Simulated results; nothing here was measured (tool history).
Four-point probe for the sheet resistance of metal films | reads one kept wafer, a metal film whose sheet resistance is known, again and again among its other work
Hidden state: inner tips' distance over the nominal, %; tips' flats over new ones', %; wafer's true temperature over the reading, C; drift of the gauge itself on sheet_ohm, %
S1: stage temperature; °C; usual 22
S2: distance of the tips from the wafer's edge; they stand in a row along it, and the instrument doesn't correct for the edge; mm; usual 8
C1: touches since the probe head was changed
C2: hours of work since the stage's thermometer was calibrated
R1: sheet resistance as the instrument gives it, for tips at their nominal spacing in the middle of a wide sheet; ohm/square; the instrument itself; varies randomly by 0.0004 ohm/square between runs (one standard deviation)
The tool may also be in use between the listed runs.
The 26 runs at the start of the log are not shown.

| run | hour | S1 | S2 | C1 | C2 | R1 |
|---|---|---|---|---|---|---|
| 27 | 730.2 | 30 | 5 | 17274 | 714 | 1.989883 |
| 28 | 754.5 | 30 | 5 | 17527 | 725 | 1.989672 |
| 29 | 782.9 | 31 | 23 | 17822 | 736 | 1.95072 |
| 30 | 805.6 | 19 | 6 | 18058 | 746 | 1.981969 |
| 31 | 833.8 | 27 | 67 | 18351 | 758 | 1.950668 |
| 32 | 864.5 | 24 | 19 | 18671 | 770 | 1.953448 |
| 33 | 901.5 | 23 | 30 | 19054 | 786 | 1.95325 |
| 34 | 924.4 | 21 | 30 | 19293 | 795 | 1.954575 |
| 35 | 941.6 | 21 | 30 | 19472 | 802 | 1.953677 |
| 36 | 964.4 | 21 | 30 | 19709 | 812 | 1.953707 |
| 37 | 1002.8 | 21 | 30 | 20108 | 828 | 1.953896 |
| 38 | 1019.5 | 20 | 12 | 20282 | 835 | 1.960473 |
| 39 | 1042.3 | 22 | 4 | 20518 | 844 | 2.01658 |
| 40 | 1069.5 | 27 | 19 | 20801 | 856 | 1.952177 |
| 41 | 1099.8 | 24 | 74 | 21116 | 868 | 1.952105 |
| 42 | 1123.6 | 27 | 5 | 21363 | 878 | 1.990379 |
| 43 | 1144.3 | 27 | 5 | 21578 | 887 | 1.991507 |
| 44 | 1167.4 | 30 | 11 | 21819 | 896 | 1.957427 |

Predict each of these 4 candidate next runs independently; none follows another, all start after run 44:
| A | 1193.1 | 31 | 8 | 22085 | 907 | ? |
| B | 1193.1 | 32 | 21 | 22085 | 907 | ? |
| C | 1193.1 | 26 | 3 | 22085 | 907 | ? |
| D | 1193.1 | 30 | 11 | 22085 | 907 | ? |

| run | R1 |
|---|---|
| A | 1.964812 |
| B | 1.950941 |
| C | 2.060304 |
| D | 1.956966 |
With the hidden condition removed and each run's random variation left untouched, the same runs would have given:
| run | R1 |
|---|---|
| A | 1.973052 |
| B | 1.959121 |
| C | 2.06895 |
| D | 1.965182 |
